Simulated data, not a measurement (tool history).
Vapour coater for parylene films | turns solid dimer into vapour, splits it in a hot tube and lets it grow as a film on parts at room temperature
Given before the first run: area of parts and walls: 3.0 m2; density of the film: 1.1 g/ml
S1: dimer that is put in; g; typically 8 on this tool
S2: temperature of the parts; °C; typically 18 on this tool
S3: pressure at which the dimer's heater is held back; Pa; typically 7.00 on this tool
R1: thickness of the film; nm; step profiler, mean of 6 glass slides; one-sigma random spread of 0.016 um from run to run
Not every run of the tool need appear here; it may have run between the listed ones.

{"run": 1, "hour": 0.0, "S1": 8, "S2": 18, "S3": 7.0, "R1": 1360}
{"run": 2, "hour": 41.4, "S1": 8, "S2": 18, "S3": 7.0, "R1": 1340}
{"run": 3, "hour": 80.5, "S1": 8, "S2": 18, "S3": 7.0, "R1": 1360}
{"run": 4, "hour": 118.6, "S1": 8, "S2": 18, "S3": 7.0, "R1": 1340}
{"run": 5, "hour": 153.6, "S1": 8, "S2": 11, "S3": 7.0, "R1": 1680}
{"run": 6, "hour": 193.5, "S1": 8, "S2": 11, "S3": 7.0, "R1": 1650}
{"run": 7, "hour": 239.5, "S1": 8, "S2": 18, "S3": 7.0, "R1": 1320}
{"run": 8, "hour": 264.0, "S1": 8, "S2": 18, "S3": 7.0, "R1": 1330}
{"run": 9, "hour": 296.4, "S1": 8, "S2": 18, "S3": 7.0, "R1": 1310}
{"run": 10, "hour": 326.1, "S1": 8, "S2": 18, "S3": 6.61, "R1": 1360}
{"run": 11, "hour": 357.3, "S1": 8, "S2": 18, "S3": 6.61, "R1": 1340}
{"hour": 364.7, "done": "trap's valve overhauled"}
{"run": 12, "hour": 388.2, "S1": 8, "S2": 18, "S3": 6.61, "R1": 1430}
{"run": 13, "hour": 408.4, "S1": 7, "S2": 15, "S3": 7.0, "R1": 1350}
{"run": 14, "hour": 445.6, "S1": 6, "S2": 19, "S3": 8.58, "R1": 970}
{"run": 15, "hour": 471.9, "S1": 7, "S2": 19, "S3": 2.72, "R1": 1510}
{"run": 16, "hour": 492.8, "S1": 5, "S2": 11, "S3": 2.41, "R1": 1420}
{"run": 17, "hour": 526.1, "S1": 8, "S2": 18, "S3": 5.52, "R1": 1490}
{"run": 18, "hour": 559.7, "S1": 8, "S2": 18, "S3": 5.52, "R1": 1470}
{"run": 19, "hour": 586.4, "S1": 5, "S2": 11, "S3": 10.68, "R1": 970}
{"run": 20, "hour": 609.5, "S1": 8, "S2": 13, "S3": 7.0, "R1": 1610}
{"run": 21, "hour": 633.8, "S1": 8, "S2": 13, "S3": 7.0, "R1": 1650}
{"run": 22, "hour": 661.7, "S1": 9, "S2": 13, "S3": 2.63, "R1": 2270}
{"run": 23, "hour": 705.6, "S1": 5, "S2": 21, "S3": 6.92, "R1": 780}

Measured less the same run without the tool's hidden state. The same run-to-run variation is in both; the gauge's scatter may not be:
Hidden state at play: vapour lost through the trap's worn valve, %; true temperature of the parts over the reading, C; drift of the gauge itself on film_um, %.
run=1 R1=-50
run=2 R1=-60
run=3 R1=-60
run=4 R1=-70
run=5 R1=-90
run=6 R1=-100
run=7 R1=-90
run=8 R1=-90
run=9 R1=-100
run=10 R1=-100
run=11 R1=-100
run=12 R1=+0
run=13 R1=-10
run=14 R1=+0
run=15 R1=-10
run=16 R1=-20
run=17 R1=-20
run=18 R1=-30
run=19 R1=-20
run=20 R1=-40
run=21 R1=-40
run=22 R1=-70
run=23 R1=-30

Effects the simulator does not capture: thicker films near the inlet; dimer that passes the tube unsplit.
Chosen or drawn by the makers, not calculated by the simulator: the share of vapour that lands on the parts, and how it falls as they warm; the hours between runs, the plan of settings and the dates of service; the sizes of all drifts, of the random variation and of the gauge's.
